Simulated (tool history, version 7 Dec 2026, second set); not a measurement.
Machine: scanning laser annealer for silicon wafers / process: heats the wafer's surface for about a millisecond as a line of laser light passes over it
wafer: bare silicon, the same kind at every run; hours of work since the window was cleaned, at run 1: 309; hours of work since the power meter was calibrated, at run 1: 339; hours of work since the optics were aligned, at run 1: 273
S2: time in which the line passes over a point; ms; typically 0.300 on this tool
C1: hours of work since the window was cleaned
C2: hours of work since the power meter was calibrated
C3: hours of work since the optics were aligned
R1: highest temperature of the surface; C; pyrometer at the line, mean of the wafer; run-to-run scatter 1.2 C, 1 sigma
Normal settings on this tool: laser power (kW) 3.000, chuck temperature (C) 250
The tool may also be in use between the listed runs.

{"run": 1, "hour": 0.0, "laser power (kW)": 3.0, "S2": 0.3, "chuck temperature (C)": 250, "C1": 309, "C2": 339, "C3": 273, "R1": 960}
{"run": 2, "hour": 18.6, "laser power (kW)": 3.0, "S2": 0.3, "chuck temperature (C)": 250, "C1": 322, "C2": 352, "C3": 286, "R1": 959}
{"run": 3, "hour": 35.2, "laser power (kW)": 3.0, "S2": 0.3, "chuck temperature (C)": 250, "C1": 333, "C2": 363, "C3": 297, "R1": 962}
{"run": 4, "hour": 58.9, "laser power (kW)": 3.0, "S2": 0.3, "chuck temperature (C)": 250, "C1": 349, "C2": 380, "C3": 313, "R1": 961}
{"run": 5, "hour": 81.6, "laser power (kW)": 3.0, "S2": 0.3, "chuck temperature (C)": 250, "C1": 365, "C2": 395, "C3": 329, "R1": 959}
{"run": 6, "hour": 93.1, "laser power (kW)": 3.0, "S2": 0.3, "chuck temperature (C)": 250, "C1": 373, "C2": 403, "C3": 336, "R1": 959}
{"run": 7, "hour": 107.8, "laser power (kW)": 3.0, "S2": 0.3, "chuck temperature (C)": 250, "C1": 383, "C2": 413, "C3": 347, "R1": 959}
{"run": 8, "hour": 121.6, "laser power (kW)": 3.0, "S2": 0.3, "chuck temperature (C)": 250, "C1": 392, "C2": 423, "C3": 356, "R1": 957}
{"run": 9, "hour": 138.9, "laser power (kW)": 3.0, "S2": 0.3, "chuck temperature (C)": 250, "C1": 404, "C2": 434, "C3": 368, "R1": 957}
{"run": 10, "hour": 150.9, "laser power (kW)": 3.0, "S2": 0.319, "chuck temperature (C)": 250, "C1": 412, "C2": 443, "C3": 376, "R1": 981}
{"run": 11, "hour": 172.3, "laser power (kW)": 3.0, "S2": 0.319, "chuck temperature (C)": 250, "C1": 427, "C2": 457, "C3": 391, "R1": 979}
{"hour": 179.3, "done": "optics aligned, line set to its width"}
{"run": 12, "hour": 189.2, "laser power (kW)": 3.0, "S2": 0.319, "chuck temperature (C)": 250, "C1": 435, "C2": 465, "C3": 7, "R1": 980}
{"run": 13, "hour": 207.1, "laser power (kW)": 3.0, "S2": 0.319, "chuck temperature (C)": 250, "C1": 447, "C2": 478, "C3": 19, "R1": 979}
{"run": 14, "hour": 217.3, "laser power (kW)": 3.0, "S2": 0.319, "chuck temperature (C)": 250, "C1": 454, "C2": 484, "C3": 26, "R1": 981}
{"run": 15, "hour": 235.9, "laser power (kW)": 3.0, "S2": 0.319, "chuck temperature (C)": 250, "C1": 467, "C2": 497, "C3": 39, "R1": 977}
{"run": 16, "hour": 259.3, "laser power (kW)": 2.839, "S2": 0.319, "chuck temperature (C)": 250, "C1": 483, "C2": 513, "C3": 55, "R1": 940}
{"run": 17, "hour": 274.9, "laser power (kW)": 2.839, "S2": 0.319, "chuck temperature (C)": 250, "C1": 493, "C2": 524, "C3": 65, "R1": 939}
{"run": 18, "hour": 289.3, "laser power (kW)": 2.839, "S2": 0.319, "chuck temperature (C)": 250, "C1": 503, "C2": 534, "C3": 75, "R1": 941}
{"run": 19, "hour": 305.2, "laser power (kW)": 3.06, "S2": 0.3, "chuck temperature (C)": 250, "C1": 514, "C2": 545, "C3": 86, "R1": 969}
{"hour": 313.1, "done": "optics aligned, line set to its width, once more"}
{"run": 20, "hour": 328.8, "laser power (kW)": 3.0, "S2": 0.242, "chuck temperature (C)": 250, "C1": 527, "C2": 557, "C3": 11, "R1": 887}
{"run": 21, "hour": 339.7, "laser power (kW)": 3.0, "S2": 0.242, "chuck temperature (C)": 250, "C1": 534, "C2": 565, "C3": 18, "R1": 889}
{"run": 22, "hour": 349.8, "laser power (kW)": 3.182, "S2": 0.369, "chuck temperature (C)": 286, "C1": 541, "C2": 572, "C3": 25, "R1": 1118}
{"run": 23, "hour": 365.6, "laser power (kW)": 3.182, "S2": 0.369, "chuck temperature (C)": 286, "C1": 552, "C2": 582, "C3": 36, "R1": 1118}
{"run": 24, "hour": 384.2, "laser power (kW)": 3.182, "S2": 0.369, "chuck temperature (C)": 286, "C1": 565, "C2": 595, "C3": 49, "R1": 1117}
{"run": 25, "hour": 407.6, "laser power (kW)": 3.182, "S2": 0.369, "chuck temperature (C)": 286, "C1": 581, "C2": 611, "C3": 65, "R1": 1116}
{"run": 26, "hour": 431.4, "laser power (kW)": 2.56, "S2": 0.223, "chuck temperature (C)": 270, "C1": 597, "C2": 627, "C3": 81, "R1": 792}
{"run": 27, "hour": 444.2, "laser power (kW)": 2.572, "S2": 0.258, "chuck temperature (C)": 283, "C1": 606, "C2": 636, "C3": 90, "R1": 848}
{"run": 28, "hour": 459.8, "laser power (kW)": 3.269, "S2": 0.236, "chuck temperature (C)": 246, "C1": 616, "C2": 647, "C3": 100, "R1": 929}
{"run": 29, "hour": 484.4, "laser power (kW)": 3.195, "S2": 0.336, "chuck temperature (C)": 250, "C1": 633, "C2": 664, "C3": 117, "R1": 1045}
{"run": 30, "hour": 504.5, "laser power (kW)": 2.678, "S2": 0.336, "chuck temperature (C)": 272, "C1": 647, "C2": 677, "C3": 131, "R1": 941}
{"run": 31, "hour": 518.5, "laser power (kW)": 3.0, "S2": 0.362, "chuck temperature (C)": 232, "C1": 657, "C2": 687, "C3": 140, "R1": 1007}
{"run": 32, "hour": 530.0, "laser power (kW)": 3.0, "S2": 0.322, "chuck temperature (C)": 216, "C1": 664, "C2": 695, "C3": 148, "R1": 948}
{"run": 33, "hour": 549.9, "laser power (kW)": 2.662, "S2": 0.361, "chuck temperature (C)": 250, "C1": 678, "C2": 708, "C3": 162, "R1": 938}
{"run": 34, "hour": 569.0, "laser power (kW)": 2.662, "S2": 0.361, "chuck temperature (C)": 250, "C1": 691, "C2": 721, "C3": 175, "R1": 937}
{"run": 35, "hour": 589.3, "laser power (kW)": 2.662, "S2": 0.361, "chuck temperature (C)": 228, "C1": 705, "C2": 735, "C3": 189, "R1": 915}
{"run": 36, "hour": 607.8, "laser power (kW)": 2.662, "S2": 0.361, "chuck temperature (C)": 228, "C1": 718, "C2": 748, "C3": 201, "R1": 917}
{"run": 37, "hour": 622.0, "laser power (kW)": 2.662, "S2": 0.361, "chuck temperature (C)": 228, "C1": 727, "C2": 758, "C3": 211, "R1": 914}
{"run": 38, "hour": 638.6, "laser power (kW)": 3.205, "S2": 0.3, "chuck temperature (C)": 250, "C1": 739, "C2": 769, "C3": 222, "R1": 1002}
{"run": 39, "hour": 653.6, "laser power (kW)": 3.0, "S2": 0.3, "chuck temperature (C)": 252, "C1": 749, "C2": 779, "C3": 233, "R1": 958}
{"run": 40, "hour": 666.1, "laser power (kW)": 3.026, "S2": 0.3, "chuck temperature (C)": 230, "C1": 757, "C2": 788, "C3": 241, "R1": 940}

Entry by entry between the runs, the difference in hidden state between the last listed run before and the first listed run after:
Runs 11 to 12: optics aligned, line set to its width (hour 179.3)
  light that passes the window, % of a clean one's: 98.47 -> 98.44; laser's true power over the reading, %: 0.67 -> 0.68; width of the line over the set one, %: 1 -> 1.29
  measured minus no-state result, R1: -10 -> -11 C
Runs 19 to 20: optics aligned, line set to its width, once more (hour 313.1)
  light that passes the window, % of a clean one's: 98.22 -> 98.19; laser's true power over the reading, %: 0.73 -> 0.74; width of the line over the set one, %: 1.42 -> 0.13
  measured minus no-state result, R1: -13 -> -7 C
